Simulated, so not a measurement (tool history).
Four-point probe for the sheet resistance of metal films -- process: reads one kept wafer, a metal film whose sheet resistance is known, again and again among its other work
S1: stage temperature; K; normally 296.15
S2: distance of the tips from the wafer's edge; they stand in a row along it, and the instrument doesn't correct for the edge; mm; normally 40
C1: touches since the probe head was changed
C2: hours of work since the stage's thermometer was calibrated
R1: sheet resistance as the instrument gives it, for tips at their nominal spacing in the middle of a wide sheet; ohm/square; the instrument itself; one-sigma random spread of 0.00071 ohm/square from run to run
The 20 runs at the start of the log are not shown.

run 21 hour=656.3 | S1=296.15 S2=5 | C1=70260 C2=532 | R1=3.628164
run 22 hour=688.9 | S1=296.15 S2=5 | C1=72108 C2=553 | R1=3.627770
run 23 hour=709.1 | S1=304.15 S2=8 | C1=73255 C2=566 | R1=3.570993
run 24 hour=747.0 | S1=302.15 S2=22 | C1=75402 C2=590 | R1=3.547702
run 25 hour=767.8 | S1=304.15 S2=15 | C1=76587 C2=604 | R1=3.548881
run 26 hour=805.9 | S1=296.15 S2=15 | C1=78746 C2=628 | R1=3.560472
run 27 hour=837.1 | S1=296.15 S2=15 | C1=80517 C2=648 | R1=3.559929
run 28 hour=856.8 | S1=296.15 S2=27 | C1=81635 C2=661 | R1=3.554786
run 29 hour=898.1 | S1=296.15 S2=6 | C1=83979 C2=687 | R1=3.604524
run 30 hour=931.0 | S1=291.15 S2=5 | C1=85847 C2=709 | R1=3.633922
run 31 hour=950.1 | S1=291.15 S2=5 | C1=86930 C2=721 | R1=3.631775

Predict each of these 3 candidate next runs independently; none follows another, all start after run 31:
run A hour=984.1 | S1=293.15 S2=40 | C1=88860 C2=743 | R1=?
run B hour=984.1 | S1=296.15 S2=35 | C1=88860 C2=743 | R1=?
run C hour=984.1 | S1=292.15 S2=25 | C1=88860 C2=743 | R1=?

run=A R1=3.556901
run=B R1=3.553706
run=C R1=3.560290
Stripped of hidden state, with their random variation kept, the same runs would have yielded:
run=A R1=3.545180
run=B R1=3.542010
run=C R1=3.548553
